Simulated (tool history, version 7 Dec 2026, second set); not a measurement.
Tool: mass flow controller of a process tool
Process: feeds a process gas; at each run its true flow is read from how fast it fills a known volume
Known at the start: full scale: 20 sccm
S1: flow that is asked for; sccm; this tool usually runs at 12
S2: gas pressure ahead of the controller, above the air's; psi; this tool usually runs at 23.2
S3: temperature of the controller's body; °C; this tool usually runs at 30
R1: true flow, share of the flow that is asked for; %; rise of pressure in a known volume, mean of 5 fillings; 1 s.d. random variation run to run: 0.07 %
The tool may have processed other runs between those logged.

run     hour  S1    S2  S3     R1
  1        0  12  23.2  30  96.74
  2    286.4  12  23.2  30  96.55
  3    605.4   5  23.2  30  94.27
  4    822.4  12  23.2  30  96.29
  5   1070.1  12  23.2  30  96.21
  6     1453  12  23.2  30  96.01
  7   1806.7   6  23.2  30     94
  8   2133.6  12  39.5  30  96.11
  9   2526.2  12  23.2  36  95.04
 10     2735  12  23.2  30  95.46
 11   3009.7  12  23.2  30  95.35
 12   3388.8  12  23.2  30  95.21
 13   3758.2  12  23.2  37  94.17
 14   4111.1  12  23.2  37  94.22
 15     4331  12  23.2  37  94.01
 16   4531.2  12  23.2  37  93.98
 17   4802.5  12  23.2  37  93.73
 18   5158.3  12  23.2  37  93.73
 19   5331.4  12  23.2  37  93.69
 20   5620.1  12  23.2  37  93.56
 21   5937.7  12  23.2  30  94.06
 22   6161.9  12  23.2  30  94.13
 23   6402.5  12  23.2  30  94.01
 24   6687.4   3  28.7  30  86.03
 25   6881.2  12  28.1  33  93.46
      6911.9  -- controller's zero set anew
 26   7158.6  12  28.1  33  92.77
 27   7327.3  12  28.1  33  92.57
 28   7716.3  12  28.1  33  92.48
 29     7886   2  25.1  21  77.02
 30   8057.9  14  22.9  24  94.06
 31     8380  14  22.9  24  93.87
 32   8655.9   5  39.7  23     88
 33   8924.7   5  39.7  23  87.74
        9047  -- controller's zero set anew, once more
 34   9203.6   6  34.1  39  93.72
 35   9519.8  11  23.2  21  96.04
 36   9862.2   7  20.5  25  95.05
 37  10210.8   7  20.5  25  94.68
 38  10503.1  13  36.4  22  96.11
 39  10885.1  13  36.4  22  95.82
 40  11281.1  13  36.4  22  95.69
 41  11664.7   5  30.5  33  92.37
 42  11892.6  10  25.7  30  93.95
 43  12132.3   4  22.2  25   92.3

How would selected steps in R1 from run to run divide? Give the signed amount a tool lacking its hidden state would still show from settings, what came in and random variation, and the signed amount left for the hidden state, including any gauge scatter that is not in both of the compared results.
Unlogged tool condition in this case: flow at rest that the sensor doesn't see, % of full scale; true flow over the shown one, %; drift of the gauge itself on true_pct, %.
Run 23 -> 24: S1 12 -> 3, S2 23.2 -> 28.7. R1 -7.98 %: hidden state -6.93, all else -1.05.
Run 28 -> 29: S1 12 -> 2, S2 28.1 -> 25.1, S3 33 -> 21. R1 -15.46 %: hidden state -15.64, all else +0.18.
Run 29 -> 30: S1 2 -> 14, S2 25.1 -> 22.9, S3 21 -> 24. R1 +17.04 %: hidden state +15.94, all else +1.1.
Run 33 -> 34: S1 5 -> 6, S2 39.7 -> 34.1, S3 23 -> 39, controller's zero set anew, once more. R1 +5.98 %: hidden state +7.71, all else -1.73.
